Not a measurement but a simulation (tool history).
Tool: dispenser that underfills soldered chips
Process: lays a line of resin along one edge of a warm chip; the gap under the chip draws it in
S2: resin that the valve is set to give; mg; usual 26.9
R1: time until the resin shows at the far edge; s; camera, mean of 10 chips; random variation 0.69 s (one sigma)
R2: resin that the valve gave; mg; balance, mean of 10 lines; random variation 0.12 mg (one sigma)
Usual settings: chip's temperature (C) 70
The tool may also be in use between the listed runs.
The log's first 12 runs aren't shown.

{"hour": 57.0, "done": "new syringe of resin"}
{"run": 13, "hour": 57.2, "chip's temperature (C)": 70, "S2": 26.9, "R1": 66.4, "R2": 25.8}
{"run": 14, "hour": 62.4, "chip's temperature (C)": 70, "S2": 26.9, "R1": 90.2, "R2": 25.8}
{"run": 15, "hour": 68.3, "chip's temperature (C)": 70, "S2": 31.6, "R1": 130.0, "R2": 30.19}
{"hour": 69.9, "done": "new syringe of resin"}
{"run": 16, "hour": 71.8, "chip's temperature (C)": 70, "S2": 26.9, "R1": 72.8, "R2": 25.67}
{"run": 17, "hour": 77.8, "chip's temperature (C)": 70, "S2": 26.9, "R1": 105.0, "R2": 25.74}
{"hour": 83.2, "done": "new syringe of resin"}
{"run": 18, "hour": 84.5, "chip's temperature (C)": 70, "S2": 26.9, "R1": 71.6, "R2": 25.36}
{"run": 19, "hour": 90.9, "chip's temperature (C)": 70, "S2": 26.9, "R1": 103.7, "R2": 25.52}
{"run": 20, "hour": 94.0, "chip's temperature (C)": 58, "S2": 25.8, "R1": 242.5, "R2": 24.54}
{"hour": 96.2, "done": "new syringe of resin"}
{"run": 21, "hour": 100.3, "chip's temperature (C)": 56, "S2": 28.8, "R1": 175.5, "R2": 27.45}
{"hour": 101.8, "done": "dispensing valve cleaned and set on the balance"}
{"run": 22, "hour": 106.3, "chip's temperature (C)": 56, "S2": 28.8, "R1": 240.1, "R2": 28.65}
{"run": 23, "hour": 109.4, "chip's temperature (C)": 74, "S2": 24.4, "R1": 110.5, "R2": 24.23}
{"hour": 110.2, "done": "new syringe of resin"}
{"run": 24, "hour": 114.6, "chip's temperature (C)": 83, "S2": 23.7, "R1": 47.3, "R2": 23.65}
{"run": 25, "hour": 119.4, "chip's temperature (C)": 74, "S2": 32.5, "R1": 92.7, "R2": 32.25}
{"hour": 123.1, "done": "new syringe of resin"}
{"run": 26, "hour": 123.1, "chip's temperature (C)": 67, "S2": 29.0, "R1": 77.6, "R2": 28.82}
{"run": 27, "hour": 125.9, "chip's temperature (C)": 76, "S2": 34.1, "R1": 55.9, "R2": 33.96}
{"run": 28, "hour": 131.0, "chip's temperature (C)": 77, "S2": 24.1, "R1": 74.8, "R2": 24.02}
{"run": 29, "hour": 133.9, "chip's temperature (C)": 70, "S2": 30.3, "R1": 126.1, "R2": 29.99}
{"hour": 136.1, "done": "new syringe of resin"}
{"run": 30, "hour": 140.4, "chip's temperature (C)": 75, "S2": 26.9, "R1": 67.2, "R2": 26.46}
{"run": 31, "hour": 146.8, "chip's temperature (C)": 84, "S2": 33.2, "R1": 62.2, "R2": 32.91}
{"hour": 149.0, "done": "new syringe of resin"}
{"run": 32, "hour": 151.3, "chip's temperature (C)": 69, "S2": 35.0, "R1": 78.0, "R2": 34.45}
{"run": 33, "hour": 154.8, "chip's temperature (C)": 74, "S2": 25.2, "R1": 77.3, "R2": 24.63}
{"run": 34, "hour": 157.7, "chip's temperature (C)": 71, "S2": 34.6, "R1": 106.1, "R2": 33.9}
{"hour": 162.0, "done": "new syringe of resin"}
{"run": 35, "hour": 162.6, "chip's temperature (C)": 71, "S2": 25.2, "R1": 64.8, "R2": 24.58}
{"run": 36, "hour": 168.0, "chip's temperature (C)": 79, "S2": 27.7, "R1": 59.7, "R2": 27.11}

Forecast each of these 4 alternatives for the next run:
{"run": "A", "hour": 172.0, "chip's temperature (C)": 71, "S2": 25.7, "R1": "?", "R2": "?"}
{"run": "B", "hour": 172.0, "chip's temperature (C)": 56, "S2": 26.9, "R1": "?", "R2": "?"}
{"run": "C", "hour": 172.0, "chip's temperature (C)": 78, "S2": 26.7, "R1": "?", "R2": "?"}
{"run": "D", "hour": 172.0, "chip's temperature (C)": 79, "S2": 29.4, "R1": "?", "R2": "?"}

run=A R1=112.5 R2=25.09
run=B R1=253.9 R2=26.27
run=C R1=80.6 R2=25.96
run=D R1=75.1 R2=28.75
Without the tool's hidden state the same runs would have given:
run=A R1=59.5 R2=25.69
run=B R1=132.9 R2=26.90
run=C R1=42.3 R2=26.58
run=D R1=39.7 R2=29.44
